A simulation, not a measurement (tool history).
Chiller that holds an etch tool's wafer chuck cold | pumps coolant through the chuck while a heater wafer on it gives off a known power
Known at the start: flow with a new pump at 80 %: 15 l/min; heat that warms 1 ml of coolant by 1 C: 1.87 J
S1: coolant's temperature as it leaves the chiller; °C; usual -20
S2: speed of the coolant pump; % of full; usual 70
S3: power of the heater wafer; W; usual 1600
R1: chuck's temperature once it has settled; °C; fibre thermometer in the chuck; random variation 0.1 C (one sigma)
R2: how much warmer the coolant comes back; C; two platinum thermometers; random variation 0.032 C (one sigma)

run	hour	S1	S2	S3	R1	R2
1	0.0	-20	70	1600	-7.0	4.06
2	38.9	-20	70	1600	-7.0	4.05
3	78.0	-25	70	1600	-12.0	3.99
4	115.4	-25	70	1600	-11.9	4.01
5	157.2	-25	70	1600	-12.1	4.06
6	184.5	-25	70	1600	-12.0	4.02
7	201.6	-25	70	1600	-11.9	4.06
8	243.8	-25	70	1600	-11.9	4.05
9	269.8	-20	70	1600	-6.9	4.06
10	301.8	-20	70	1600	-6.9	4.00
11	322.6	-20	70	974	-12.4	2.48
12	359.5	-20	70	1600	-6.9	4.08
13	389.9	-20	70	1037	-11.8	2.65
14	431.1	-20	70	1037	-11.7	2.64
15	468.4	-20	70	1037	-11.9	2.64
16	489.3	-20	70	1037	-11.9	2.65
17	529.9	-20	70	1037	-11.7	2.68
18	557.1	-20	67	1600	-6.3	4.29
# hour 564.0: coolant pump overhauled
19	600.2	-18	67	1208	-7.7	3.34
20	633.8	-20	99	1198	-12.4	2.21
21	673.2	-20	99	1198	-12.4	2.17
22	702.9	-14	70	1600	-0.7	4.20
# hour 723.5: coolant pump overhauled, once more
23	743.2	-14	70	1600	-1.4	3.97
24	773.2	-28	70	1600	-15.3	3.99
25	797.0	-15	82	1253	-6.2	2.58
26	823.4	-15	82	1253	-6.0	2.58
27	865.8	-17	85	1296	-8.1	2.63
28	904.7	-20	77	1600	-8.0	3.58
29	942.8	-11	67	1112	-2.0	2.83
30	968.3	-19	70	1780	-4.8	4.38
31	995.6	-10	70	997	-2.5	2.48

3 ways to go on from here, each from the tool as it stands after run 31. What would each give?
A	1037.2	-24	86	1961	?	?
B	1037.2	-20	81	1600	?	?
C	1037.2	-18	69	900	?	?

run	R1	R2
A	-10.1	3.93
B	-8.4	3.40
C	-11.3	2.26
Without the tool's hidden state the same runs would have given:
run	R1	R2
A	-9.7	3.90
B	-7.9	3.37
C	-10.6	2.24

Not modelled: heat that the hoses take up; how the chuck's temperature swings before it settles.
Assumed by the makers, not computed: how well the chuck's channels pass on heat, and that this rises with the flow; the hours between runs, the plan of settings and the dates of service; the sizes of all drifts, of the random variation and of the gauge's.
